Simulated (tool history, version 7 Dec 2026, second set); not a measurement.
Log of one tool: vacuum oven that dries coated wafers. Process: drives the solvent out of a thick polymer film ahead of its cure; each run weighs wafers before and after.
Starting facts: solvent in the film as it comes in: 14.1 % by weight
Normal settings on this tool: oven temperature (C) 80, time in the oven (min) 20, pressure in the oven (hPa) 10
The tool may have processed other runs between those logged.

run   hour  oven temperature (C)  time in the oven (min)  pressure in the oven (hPa)  solvent left in the film (%)
  1      0                    80                      20                          10                          1.75
  2   13.8                    80                      20                          10                          1.73
  3   27.4                    80                      20                          10                           1.7
  4   39.5                    80                      24                          10                           1.4
  5   56.3                    80                      24                          10                          1.41
  6   66.9                    80                      24                          10                          1.37
  7   80.7                    80                      20                         8.6                          1.69
  8   94.3                    80                      20                         8.6                          1.67
      97.3  -- vacuum gauge cleaned of residue and calibrated
  9  106.8                    80                      20                         8.6                          1.68
 10  123.5                    80                      20                         8.6                          1.71
 11  134.8                    80                      20                         8.6                          1.65
 12  155.2                    81                      33                          37                          2.99
 13  165.1                    93                      20                          10                          0.52
     175.1  -- vacuum gauge cleaned of residue and calibrated, once more
 14  176.2                    93                      20                          10                          0.51
 15  184.7                    70                      20                          10                          3.47

What will run 16 give?
 16  196.6                    85                      20                          10                             ?

Run 16 gave solvent left in the film (%) 1.1.
The same run, on a tool lacking any hidden state, would have yielded solvent left in the film (%) 1.01.

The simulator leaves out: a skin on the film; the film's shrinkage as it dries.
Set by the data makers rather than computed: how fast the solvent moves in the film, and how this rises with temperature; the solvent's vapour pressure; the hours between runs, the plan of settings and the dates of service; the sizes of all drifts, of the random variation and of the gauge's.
